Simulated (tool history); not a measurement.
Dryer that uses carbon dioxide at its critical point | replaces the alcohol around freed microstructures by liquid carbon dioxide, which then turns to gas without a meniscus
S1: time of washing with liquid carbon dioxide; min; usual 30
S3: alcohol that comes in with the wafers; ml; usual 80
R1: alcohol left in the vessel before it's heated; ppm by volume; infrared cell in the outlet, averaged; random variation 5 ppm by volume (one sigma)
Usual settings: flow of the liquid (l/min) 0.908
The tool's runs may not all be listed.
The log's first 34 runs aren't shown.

{"run": 35, "hour": 474.7, "S1": 43, "flow of the liquid (l/min)": 0.984, "S3": 64, "R1": 30}
{"run": 36, "hour": 491.9, "S1": 43, "flow of the liquid (l/min)": 0.984, "S3": 64, "R1": 32}
{"run": 37, "hour": 508.8, "S1": 30, "flow of the liquid (l/min)": 0.908, "S3": 31, "R1": 84}
{"run": 38, "hour": 521.4, "S1": 22, "flow of the liquid (l/min)": 0.908, "S3": 52, "R1": 417}
{"hour": 532.0, "done": "inlet filter changed"}
{"run": 39, "hour": 537.5, "S1": 30, "flow of the liquid (l/min)": 0.908, "S3": 54, "R1": 101}
{"run": 40, "hour": 551.7, "S1": 30, "flow of the liquid (l/min)": 1.389, "S3": 91, "R1": 31}
{"run": 41, "hour": 565.9, "S1": 33, "flow of the liquid (l/min)": 1.405, "S3": 80, "R1": 32}
{"run": 42, "hour": 576.9, "S1": 33, "flow of the liquid (l/min)": 0.744, "S3": 64, "R1": 172}
{"run": 43, "hour": 591.3, "S1": 30, "flow of the liquid (l/min)": 0.712, "S3": 80, "R1": 372}
{"run": 44, "hour": 601.7, "S1": 20, "flow of the liquid (l/min)": 0.696, "S3": 26, "R1": 479}
{"run": 45, "hour": 615.6, "S1": 20, "flow of the liquid (l/min)": 0.564, "S3": 55, "R1": 1661}
{"run": 46, "hour": 624.6, "S1": 19, "flow of the liquid (l/min)": 0.908, "S3": 80, "R1": 820}
{"run": 47, "hour": 637.6, "S1": 19, "flow of the liquid (l/min)": 0.908, "S3": 80, "R1": 818}

Forecast each of these 4 alternatives for the next run:
{"run": "A", "hour": 648.8, "S1": 36, "flow of the liquid (l/min)": 0.908, "S3": 80, "R1": "?"}
{"run": "B", "hour": 648.8, "S1": 18, "flow of the liquid (l/min)": 0.908, "S3": 24, "R1": "?"}
{"run": "C", "hour": 648.8, "S1": 21, "flow of the liquid (l/min)": 0.908, "S3": 80, "R1": "?"}
{"run": "D", "hour": 648.8, "S1": 24, "flow of the liquid (l/min)": 1.168, "S3": 48, "R1": "?"}

run=A R1=75
run=B R1=312
run=C R1=597
run=D R1=98
Without the tool's hidden state the same runs would have given:
run=A R1=41
run=B R1=259
run=C R1=512
run=D R1=61
